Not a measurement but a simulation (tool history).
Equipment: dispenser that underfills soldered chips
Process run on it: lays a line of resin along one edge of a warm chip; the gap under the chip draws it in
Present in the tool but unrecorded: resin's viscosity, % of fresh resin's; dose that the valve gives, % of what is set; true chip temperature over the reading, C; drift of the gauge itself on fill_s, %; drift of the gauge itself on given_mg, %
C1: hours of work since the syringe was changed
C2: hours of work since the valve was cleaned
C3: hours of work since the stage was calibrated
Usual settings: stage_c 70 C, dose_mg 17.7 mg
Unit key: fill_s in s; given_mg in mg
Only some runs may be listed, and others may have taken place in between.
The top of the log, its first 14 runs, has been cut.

Run 15, day 2.917: usual settings; C1 2; C2 44; C3 84. Result: fill_s 176.5 s, given_mg 17.33 mg.
Run 16, day 3.204: usual settings but stage_c 69 C; C1 7; C2 49; C3 89. Result: fill_s 258.1 s, given_mg 17.27 mg.
At day 3.267: new syringe of resin.
At day 3.417: dispensing valve cleaned and set on the balance.
Run 17, day 3.512: usual settings but stage_c 69 C, dose_mg 16.5 mg; C1 3; C2 2; C3 93. Result: fill_s 197.5 s, given_mg 16.46 mg.
Run 18, day 3.646: usual settings; C1 6; C2 4; C3 95. Result: fill_s 217.1 s, given_mg 17.64 mg.
At day 3.788: new syringe of resin.
Run 19, day 3.842: usual settings; C1 1; C2 7; C3 98. Result: fill_s 155.5 s, given_mg 17.59 mg.
Run 20, day 3.983: usual settings but stage_c 55 C, dose_mg 21.4 mg; C1 3; C2 9; C3 101. Result: fill_s 396.7 s, given_mg 21.28 mg.
Run 21, day 4.233: usual settings but stage_c 60 C, dose_mg 19.9 mg; C1 7; C2 14; C3 105. Result: fill_s 404.3 s, given_mg 19.78 mg.
At day 4.267: new syringe of resin.
Run 22, day 4.475: usual settings but stage_c 60 C, dose_mg 19.9 mg; C1 3; C2 17; C3 109. Result: fill_s 322.6 s, given_mg 19.73 mg.
Run 23, day 4.667: usual settings but stage_c 84 C, dose_mg 19.9 mg; C1 7; C2 21; C3 112. Result: fill_s 120.4 s, given_mg 19.65 mg.
At day 4.746: new syringe of resin.
Run 24, day 4.954: usual settings but dose_mg 18.8 mg; C1 4; C2 25; C3 117. Result: fill_s 186.3 s, given_mg 18.55 mg.
Run 25, day 5.142: usual settings but dose_mg 18.8 mg; C1 7; C2 29; C3 120. Result: fill_s 228.3 s, given_mg 18.56 mg.
At day 5.233: new syringe of resin.
Run 26, day 5.312: usual settings but dose_mg 18.8 mg; C1 1; C2 31; C3 122. Result: fill_s 162.7 s, given_mg 18.52 mg.
Run 27, day 5.558: usual settings but stage_c 80 C, dose_mg 21.1 mg; C1 6; C2 35; C3 127. Result: fill_s 127.9 s, given_mg 20.74 mg.
At day 5.712: new syringe of resin.
Run 28, day 5.762: usual settings but stage_c 80 C, dose_mg 21.1 mg; C1 1; C2 39; C3 130. Result: fill_s 95.1 s, given_mg 20.75 mg.
Run 29, day 5.933: usual settings but stage_c 80 C, dose_mg 21.1 mg; C1 4; C2 42; C3 133. Result: fill_s 116.7 s, given_mg 20.66 mg.
Run 30, day 6.15: usual settings but stage_c 64 C, dose_mg 21.8 mg; C1 7; C2 45; C3 136. Result: fill_s 323.8 s, given_mg 21.37 mg.
At day 6.208: new syringe of resin.
Run 31, day 6.408: usual settings but stage_c 57 C, dose_mg 16 mg; C1 3; C2 49; C3 141. Result: fill_s 396.4 s, given_mg 15.66 mg.
At day 6.579: dispensing valve cleaned and set on the balance.
At day 6.729: new syringe of resin.
Run 32, day 6.75: usual settings but stage_c 69 C, dose_mg 18.4 mg; C1 0; C2 3; C3 145. Result: fill_s 161.6 s, given_mg 18.35 mg.
Run 33, day 6.938: usual settings but stage_c 76 C, dose_mg 15.5 mg; C1 4; C2 6; C3 149. Result: fill_s 144.5 s, given_mg 15.42 mg.
Run 34, day 7.167: usual settings but stage_c 76 C, dose_mg 15.5 mg; C1 7; C2 10; C3 152. Result: fill_s 189.1 s, given_mg 15.46 mg.
At day 7.208: new syringe of resin.
Run 35, day 7.375: usual settings but stage_c 80 C, dose_mg 15.6 mg; C1 3; C2 13; C3 156. Result: fill_s 112.3 s, given_mg 15.5 mg.
Run 36, day 7.65: usual settings but stage_c 68 C, dose_mg 21.5 mg; C1 7; C2 18; C3 160. Result: fill_s 269.7 s, given_mg 21.37 mg.

Alternative continuations, all from the tool just after run 36; predict every row:
At day 7.683: new syringe of resin.
Run A, day 7.875: usual settings but stage_c 73 C; C1 3; C2 21; C3 164. Result: fill_s ?, given_mg ?.
At day 7.683: new syringe of resin.
Run B, day 7.875: usual settings but stage_c 68 C, dose_mg 15.2 mg; C1 3; C2 21; C3 164. Result: fill_s ?, given_mg ?.
At day 7.683: new syringe of resin.
Run C, day 7.875: usual settings but stage_c 63 C, dose_mg 20.4 mg; C1 3; C2 21; C3 164. Result: fill_s ?, given_mg ?.

run  fill_s  given_mg
  A     162     17.51
  B     213     15.02
  C   270.9     20.22
Stripped of hidden state, with their random variation kept, the same runs would have yielded:
run  fill_s  given_mg
  A   125.2     17.68
  B   164.3     15.17
  C   209.4     20.41

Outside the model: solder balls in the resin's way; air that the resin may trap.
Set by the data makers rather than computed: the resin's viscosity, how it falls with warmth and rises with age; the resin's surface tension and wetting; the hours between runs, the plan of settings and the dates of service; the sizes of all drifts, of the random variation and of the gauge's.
